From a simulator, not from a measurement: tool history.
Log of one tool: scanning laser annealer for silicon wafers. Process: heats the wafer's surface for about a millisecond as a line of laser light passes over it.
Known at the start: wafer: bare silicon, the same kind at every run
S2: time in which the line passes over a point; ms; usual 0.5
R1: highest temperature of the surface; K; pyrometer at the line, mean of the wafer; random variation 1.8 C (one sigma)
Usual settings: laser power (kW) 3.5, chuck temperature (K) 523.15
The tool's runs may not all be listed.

Run 1, hour 0: usual settings. Result: R1 1269.15 K.
Run 2, hour 45.5: usual settings but chuck temperature (K) 537.15. Result: R1 1285.15 K.
Run 3, hour 67.2: usual settings but chuck temperature (K) 537.15. Result: R1 1279.15 K.
Run 4, hour 93.4: usual settings but chuck temperature (K) 537.15. Result: R1 1278.15 K.
Run 5, hour 136.7: usual settings. Result: R1 1262.15 K.
Run 6, hour 182.7: usual settings. Result: R1 1258.15 K.
Run 7, hour 205.5: usual settings. Result: R1 1256.15 K.
Run 8, hour 242: usual settings. Result: R1 1255.15 K.
Run 9, hour 278.2: usual settings. Result: R1 1252.15 K.
Run 10, hour 300.7: usual settings. Result: R1 1254.15 K.
Run 11, hour 336.6: usual settings but chuck temperature (K) 547.15. Result: R1 1273.15 K.
Run 12, hour 364.2: usual settings but chuck temperature (K) 547.15. Result: R1 1275.15 K.
At hour 401.7: window over the wafer cleaned.
Run 13, hour 403.3: usual settings but chuck temperature (K) 511.15. Result: R1 1279.15 K.
Run 14, hour 449.8: usual settings but chuck temperature (K) 511.15. Result: R1 1276.15 K.
Run 15, hour 476.3: usual settings but S2 0.425 ms, chuck temperature (K) 511.15. Result: R1 1224.15 K.
Run 16, hour 508.5: usual settings but S2 0.425 ms, chuck temperature (K) 511.15. Result: R1 1215.15 K.
Run 17, hour 534.4: usual settings but laser power (kW) 3.097, S2 0.439 ms, chuck temperature (K) 555.15. Result: R1 1167.15 K.
At hour 574.1: optics aligned, line set to its width.
Run 18, hour 575.8: usual settings but laser power (kW) 3.097, S2 0.439 ms, chuck temperature (K) 555.15. Result: R1 1171.15 K.
Run 19, hour 597.3: usual settings but laser power (kW) 3.501, S2 0.439 ms, chuck temperature (K) 507.15. Result: R1 1230.15 K.
Run 20, hour 627: usual settings but laser power (kW) 3.247, chuck temperature (K) 504.15. Result: R1 1193.15 K.
Run 21, hour 660.9: usual settings but laser power (kW) 3.247, S2 0.447 ms, chuck temperature (K) 504.15. Result: R1 1162.15 K.
Run 22, hour 681.7: usual settings but laser power (kW) 3.089, S2 0.447 ms, chuck temperature (K) 504.15. Result: R1 1117.15 K.
Run 23, hour 718.4: usual settings but laser power (kW) 3.444, S2 0.618 ms, chuck temperature (K) 541.15. Result: R1 1353.15 K.
Run 24, hour 759.3: usual settings but laser power (kW) 3.765. Result: R1 1355.15 K.
Run 25, hour 779.2: usual settings but laser power (kW) 3.651, S2 0.576 ms, chuck temperature (K) 501.15. Result: R1 1348.15 K.
Run 26, hour 815.4: usual settings but laser power (kW) 3.651, S2 0.576 ms, chuck temperature (K) 501.15. Result: R1 1343.15 K.
Run 27, hour 840.5: usual settings but laser power (kW) 3.651, S2 0.576 ms, chuck temperature (K) 527.15. Result: R1 1369.15 K.
Run 28, hour 870.5: usual settings but laser power (kW) 3.755, S2 0.543 ms, chuck temperature (K) 495.15. Result: R1 1344.15 K.

The same runs without the tool's hidden state, with the same run-to-run variation:
The hidden state here: light that passes the window, % of a clean one's; laser's true power over the reading, %; width of the line over the set one, %; drift of the gauge itself on peak_c, C.
run       R1
  1  1296.15
  2  1314.15
  3  1310.15
  4  1311.15
  5  1297.15
  6  1296.15
  7  1295.15
  8  1296.15
  9  1295.15
 10  1298.15
 11  1319.15
 12  1323.15
 13  1286.15
 14  1285.15
 15  1234.15
 16  1227.15
 17  1178.15
 18  1177.15
 19  1238.15
 20  1202.15
 21  1173.15
 22  1128.15
 23  1370.15
 24  1376.15
 25  1371.15
 26  1368.15
 27  1395.15
 28  1373.15

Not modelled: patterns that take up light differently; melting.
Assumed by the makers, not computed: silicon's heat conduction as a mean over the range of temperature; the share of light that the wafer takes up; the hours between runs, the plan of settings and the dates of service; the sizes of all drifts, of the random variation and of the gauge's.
